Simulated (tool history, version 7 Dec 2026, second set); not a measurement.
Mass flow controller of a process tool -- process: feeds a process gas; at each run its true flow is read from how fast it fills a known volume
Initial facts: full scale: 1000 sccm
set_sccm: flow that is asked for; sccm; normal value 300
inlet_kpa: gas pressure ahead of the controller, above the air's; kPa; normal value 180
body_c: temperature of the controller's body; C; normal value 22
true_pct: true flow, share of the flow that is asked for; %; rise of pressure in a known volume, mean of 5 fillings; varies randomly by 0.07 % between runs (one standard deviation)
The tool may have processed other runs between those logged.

run,hour,set_sccm,inlet_kpa,body_c,true_pct
1,0,300,180,22,95.14
2,125.2,300,180,22,95.04
3,280.5,300,180,22,94.85
4,406.7,300,180,22,94.7
5,534.4,300,180,22,94.71
6,687.6,300,180,22,94.66
7,761.7,176,180,23,92.77
8,835.6,176,180,23,92.79
# hour 844.8: controller's zero set anew
9,965.7,300,251,24,93.89
10,1112.9,135,265,23,88.68
11,1188.6,924,254,35,98.78
12,1324.7,300,229,29,93.73

4 ways to go on from here, each from the tool as it stands after run 12. What would each give?
A,1449.8,479,229,29,?
B,1449.8,300,275,26,?
C,1449.8,300,192,22,?
D,1449.8,973,180,22,?

run,true_pct
A,95.76
B,93.83
C,92.99
D,97.56
Take away the tool's hidden state, keep each run's random variation, and the runs would have read:
run,true_pct
A,99
B,98.5
C,97.65
D,99.58
